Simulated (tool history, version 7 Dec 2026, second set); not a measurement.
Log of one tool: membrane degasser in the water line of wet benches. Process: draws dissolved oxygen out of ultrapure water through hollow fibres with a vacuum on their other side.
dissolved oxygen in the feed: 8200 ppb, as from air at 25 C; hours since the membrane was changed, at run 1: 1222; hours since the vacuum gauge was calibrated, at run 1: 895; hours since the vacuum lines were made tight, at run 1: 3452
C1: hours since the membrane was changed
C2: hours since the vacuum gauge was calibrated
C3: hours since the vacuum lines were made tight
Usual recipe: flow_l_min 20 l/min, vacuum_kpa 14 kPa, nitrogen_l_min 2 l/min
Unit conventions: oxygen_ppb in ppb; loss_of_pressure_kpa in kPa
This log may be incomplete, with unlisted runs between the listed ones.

{"run": 1, "hour": 0.0, "flow_l_min": 20, "vacuum_kpa": 14, "nitrogen_l_min": 2, "C1": 1222, "C2": 895, "C3": 3452, "oxygen_ppb": 395.8, "loss_of_pressure_kpa": 47.2}
{"run": 2, "hour": 206.0, "flow_l_min": 20, "vacuum_kpa": 14, "nitrogen_l_min": 2, "C1": 1428, "C2": 1101, "C3": 3658, "oxygen_ppb": 398.5, "loss_of_pressure_kpa": 47.37}
{"run": 3, "hour": 431.9, "flow_l_min": 21, "vacuum_kpa": 14, "nitrogen_l_min": 2, "C1": 1654, "C2": 1327, "C3": 3884, "oxygen_ppb": 438.9, "loss_of_pressure_kpa": 50}
{"run": 4, "hour": 645.0, "flow_l_min": 21, "vacuum_kpa": 14, "nitrogen_l_min": 2, "C1": 1867, "C2": 1540, "C3": 4097, "oxygen_ppb": 425.4, "loss_of_pressure_kpa": 49.12}
{"run": 5, "hour": 872.8, "flow_l_min": 21, "vacuum_kpa": 14, "nitrogen_l_min": 2, "C1": 2095, "C2": 1768, "C3": 4325, "oxygen_ppb": 430.1, "loss_of_pressure_kpa": 49.51}
{"run": 6, "hour": 1066.8, "flow_l_min": 20, "vacuum_kpa": 14, "nitrogen_l_min": 1.32, "C1": 2289, "C2": 1962, "C3": 4519, "oxygen_ppb": 512, "loss_of_pressure_kpa": 46.91}
{"run": 7, "hour": 1369.6, "flow_l_min": 20, "vacuum_kpa": 14, "nitrogen_l_min": 2, "C1": 2592, "C2": 2265, "C3": 4822, "oxygen_ppb": 395.3, "loss_of_pressure_kpa": 47.08}
{"run": 8, "hour": 1574.0, "flow_l_min": 20, "vacuum_kpa": 14, "nitrogen_l_min": 2, "C1": 2796, "C2": 2469, "C3": 5026, "oxygen_ppb": 392.5, "loss_of_pressure_kpa": 47.12}
{"run": 9, "hour": 1853.9, "flow_l_min": 12, "vacuum_kpa": 14, "nitrogen_l_min": 2, "C1": 3076, "C2": 2749, "C3": 5306, "oxygen_ppb": 174.2, "loss_of_pressure_kpa": 28.28}
{"run": 10, "hour": 2156.9, "flow_l_min": 12, "vacuum_kpa": 14, "nitrogen_l_min": 2, "C1": 3379, "C2": 3052, "C3": 5609, "oxygen_ppb": 174.6, "loss_of_pressure_kpa": 28.19}
{"run": 11, "hour": 2455.2, "flow_l_min": 12, "vacuum_kpa": 14, "nitrogen_l_min": 2, "C1": 3678, "C2": 3351, "C3": 5907, "oxygen_ppb": 174.1, "loss_of_pressure_kpa": 28.48}
{"run": 12, "hour": 2768.0, "flow_l_min": 12, "vacuum_kpa": 14, "nitrogen_l_min": 2, "C1": 3990, "C2": 3663, "C3": 6220, "oxygen_ppb": 171.8, "loss_of_pressure_kpa": 28.32}
{"run": 13, "hour": 3000.3, "flow_l_min": 12, "vacuum_kpa": 14, "nitrogen_l_min": 2, "C1": 4223, "C2": 3896, "C3": 6452, "oxygen_ppb": 173.1, "loss_of_pressure_kpa": 28.29}
{"run": 14, "hour": 3185.3, "flow_l_min": 12, "vacuum_kpa": 14, "nitrogen_l_min": 2, "C1": 4408, "C2": 4081, "C3": 6637, "oxygen_ppb": 173.4, "loss_of_pressure_kpa": 28.55}
{"hour": 3304.9, "done": "seals of the vacuum lines changed"}
{"run": 15, "hour": 3441.3, "flow_l_min": 27, "vacuum_kpa": 14, "nitrogen_l_min": 2, "C1": 4662, "C2": 4335, "C3": 136, "oxygen_ppb": 663.3, "loss_of_pressure_kpa": 64.27}
{"run": 16, "hour": 3593.7, "flow_l_min": 20, "vacuum_kpa": 14, "nitrogen_l_min": 2, "C1": 4814, "C2": 4487, "C3": 289, "oxygen_ppb": 397.9, "loss_of_pressure_kpa": 47.56}
{"run": 17, "hour": 3754.1, "flow_l_min": 20, "vacuum_kpa": 14, "nitrogen_l_min": 4.85, "C1": 4975, "C2": 4648, "C3": 449, "oxygen_ppb": 261.5, "loss_of_pressure_kpa": 47.44}
{"run": 18, "hour": 3937.8, "flow_l_min": 30, "vacuum_kpa": 20, "nitrogen_l_min": 4.85, "C1": 5158, "C2": 4831, "C3": 633, "oxygen_ppb": 694.9, "loss_of_pressure_kpa": 71.27}
{"run": 19, "hour": 4227.3, "flow_l_min": 20, "vacuum_kpa": 13.6, "nitrogen_l_min": 4.1, "C1": 5448, "C2": 5121, "C3": 922, "oxygen_ppb": 272.5, "loss_of_pressure_kpa": 47.57}
{"run": 20, "hour": 4529.2, "flow_l_min": 20, "vacuum_kpa": 13.6, "nitrogen_l_min": 4.1, "C1": 5750, "C2": 5423, "C3": 1224, "oxygen_ppb": 277.4, "loss_of_pressure_kpa": 47.74}
{"run": 21, "hour": 4838.0, "flow_l_min": 20, "vacuum_kpa": 13.6, "nitrogen_l_min": 4.1, "C1": 6058, "C2": 5731, "C3": 1533, "oxygen_ppb": 277.4, "loss_of_pressure_kpa": 47.89}
{"run": 22, "hour": 4991.1, "flow_l_min": 20, "vacuum_kpa": 11.6, "nitrogen_l_min": 1.13, "C1": 6211, "C2": 5884, "C3": 1686, "oxygen_ppb": 469.9, "loss_of_pressure_kpa": 47.84}
{"run": 23, "hour": 5136.1, "flow_l_min": 17, "vacuum_kpa": 20.7, "nitrogen_l_min": 1.39, "C1": 6357, "C2": 6030, "C3": 1831, "oxygen_ppb": 557.2, "loss_of_pressure_kpa": 40.69}
{"run": 24, "hour": 5378.0, "flow_l_min": 16, "vacuum_kpa": 15.8, "nitrogen_l_min": 4.76, "C1": 6598, "C2": 6271, "C3": 2073, "oxygen_ppb": 176.6, "loss_of_pressure_kpa": 38.19}
{"run": 25, "hour": 5537.1, "flow_l_min": 20, "vacuum_kpa": 26.6, "nitrogen_l_min": 2, "C1": 6758, "C2": 6430, "C3": 2232, "oxygen_ppb": 654.2, "loss_of_pressure_kpa": 47.96}
{"run": 26, "hour": 5780.6, "flow_l_min": 15, "vacuum_kpa": 26.1, "nitrogen_l_min": 4.49, "C1": 7001, "C2": 6674, "C3": 2476, "oxygen_ppb": 239, "loss_of_pressure_kpa": 36}
{"run": 27, "hour": 6048.2, "flow_l_min": 16, "vacuum_kpa": 28.6, "nitrogen_l_min": 1.49, "C1": 7269, "C2": 6942, "C3": 2743, "oxygen_ppb": 663.6, "loss_of_pressure_kpa": 38.22}
{"run": 28, "hour": 6248.5, "flow_l_min": 17, "vacuum_kpa": 18.8, "nitrogen_l_min": 2, "C1": 7469, "C2": 7142, "C3": 2944, "oxygen_ppb": 390.1, "loss_of_pressure_kpa": 40.62}
{"run": 29, "hour": 6443.9, "flow_l_min": 15, "vacuum_kpa": 14, "nitrogen_l_min": 1.17, "C1": 7664, "C2": 7337, "C3": 3139, "oxygen_ppb": 361.6, "loss_of_pressure_kpa": 35.88}
{"run": 30, "hour": 6704.9, "flow_l_min": 15, "vacuum_kpa": 14, "nitrogen_l_min": 1.17, "C1": 7925, "C2": 7598, "C3": 3400, "oxygen_ppb": 361, "loss_of_pressure_kpa": 35.95}
{"hour": 6871.2, "done": "gauge calibrated"}
{"run": 31, "hour": 6871.2, "flow_l_min": 12, "vacuum_kpa": 14, "nitrogen_l_min": 5.48, "C1": 8092, "C2": 7765, "C3": 3566, "oxygen_ppb": 79.3, "loss_of_pressure_kpa": 28.58}

Hidden state at the last listed run before each entry between runs and at the first one after, where it differs:
After run 14, before run 15: seals of the vacuum lines changed (hour 3304.9)
  air that leaks in behind the membrane, l/min: 0.0021 -> 0.002; drift of the gauge itself on loss_of_pressure_kpa, %: 1.08 -> 1.16
  the result without the hidden state subtracted from the measured one, loss_of_pressure_kpa: +0.32 -> +0.77 kPa
After run 30, before run 31: gauge calibrated (hour 6871.2)
  drift of the gauge itself on loss_of_pressure_kpa, %: 2.27 -> 0
  the result without the hidden state subtracted from the measured one, loss_of_pressure_kpa: +0.82 -> +0.02 kPa
